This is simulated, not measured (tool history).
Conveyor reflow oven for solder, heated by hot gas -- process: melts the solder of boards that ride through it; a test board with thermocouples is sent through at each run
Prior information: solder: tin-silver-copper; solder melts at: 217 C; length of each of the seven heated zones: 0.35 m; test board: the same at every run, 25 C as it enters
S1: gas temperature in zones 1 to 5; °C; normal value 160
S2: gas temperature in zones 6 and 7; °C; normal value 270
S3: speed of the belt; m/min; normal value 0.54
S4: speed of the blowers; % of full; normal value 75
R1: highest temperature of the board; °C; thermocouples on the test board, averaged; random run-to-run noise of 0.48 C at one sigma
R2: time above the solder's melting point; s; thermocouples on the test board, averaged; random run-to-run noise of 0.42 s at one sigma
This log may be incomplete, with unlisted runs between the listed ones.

Run 1, day 0: usual settings. Result: R1 254.6 °C, R2 57.5 s.
Run 2, day 1.921: usual settings but S3 0.583 m/min. Result: R1 252.5 °C, R2 51 s.
Run 3, day 3.95: usual settings. Result: R1 254.5 °C, R2 58.1 s.
Run 4, day 5.579: usual settings but S4 71 % of full. Result: R1 254.1 °C, R2 57.2 s.
At day 5.808: thermocouples of zones 6 and 7 changed.
At day 6.246: flux residue cleaned out of gas plates and filters.
Run 5, day 7.625: usual settings but S4 71 % of full. Result: R1 252.8 °C, R2 55.6 s.
Run 6, day 9.467: usual settings but S4 71 % of full. Result: R1 252.8 °C, R2 55.6 s.
Run 7, day 11.471: usual settings but S4 71 % of full. Result: R1 253.1 °C, R2 54.9 s.
Run 8, day 13.454: usual settings but S2 273 °C. Result: R1 256.5 °C, R2 57.8 s.
Run 9, day 14.808: usual settings but S2 273 °C. Result: R1 256.6 °C, R2 57.5 s.

The next listed run, before its measurement:
Run 10, day 15.888: usual settings but S1 171 °C, S2 284 °C, S4 56 % of full. Result: R1 ?, R2 ?.

Run 10 gave R1 264 °C, R2 66.3 s.
Had the tool carried no hidden state, the very same run would have given R1 269.4 °C, R2 68.7 s.
